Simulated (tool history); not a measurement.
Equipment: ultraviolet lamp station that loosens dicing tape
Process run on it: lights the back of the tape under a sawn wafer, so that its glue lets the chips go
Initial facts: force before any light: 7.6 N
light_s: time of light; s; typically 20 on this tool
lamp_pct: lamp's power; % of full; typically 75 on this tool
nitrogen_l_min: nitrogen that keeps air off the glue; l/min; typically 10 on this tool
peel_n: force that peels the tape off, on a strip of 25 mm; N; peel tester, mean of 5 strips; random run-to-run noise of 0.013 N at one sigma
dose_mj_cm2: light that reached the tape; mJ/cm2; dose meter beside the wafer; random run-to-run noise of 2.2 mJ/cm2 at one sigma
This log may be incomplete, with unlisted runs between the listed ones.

run,hour,light_s,lamp_pct,nitrogen_l_min,peel_n,dose_mj_cm2
1,0,20,75,10,0.59,192
2,32.6,20,75,10,0.587,196
3,59.7,20,75,6,0.697,194
4,87.7,20,75,10,0.597,194
5,110.1,20,75,10,0.597,197
6,138.8,20,75,10,0.621,198
7,165.3,20,75,10,0.6,196
8,192.4,20,75,10,0.583,191
9,231.4,20,75,10,0.578,196
10,251.1,20,75,10,0.598,198
# hour 276.4: window cleaned of glue's vapour
11,290.2,20,75,5,0.759,191
12,314.4,12,75,10,1.521,117
13,333.9,12,75,10,1.438,117
14,352.9,12,75,10,1.454,117
15,390.9,12,75,10,1.44,117
16,409.9,12,75,10,1.41,118
17,435.5,28,75,16,0.305,273
18,469.1,28,75,16,0.308,274
19,489.8,27,75,19,0.325,262
20,524.4,27,75,19,0.328,265
# hour 554.6: window cleaned of glue's vapour
21,556.7,27,75,20,0.301,264

4 ways to go on from here, each from the tool as it stands after run 21. What would each give?
A,588.2,18,75,10,?,?
B,588.2,28,75,17,?,?
C,588.2,27,87,20,?,?
D,588.2,16,63,4,?,?

run,peel_n,dose_mj_cm2
A,0.754,174
B,0.334,264
C,0.271,305
D,1.639,133
Stripped of hidden state, with their random variation kept, the same runs would have yielded:
run,peel_n,dose_mj_cm2
A,0.751,174
B,0.334,264
C,0.27,306
D,1.635,133
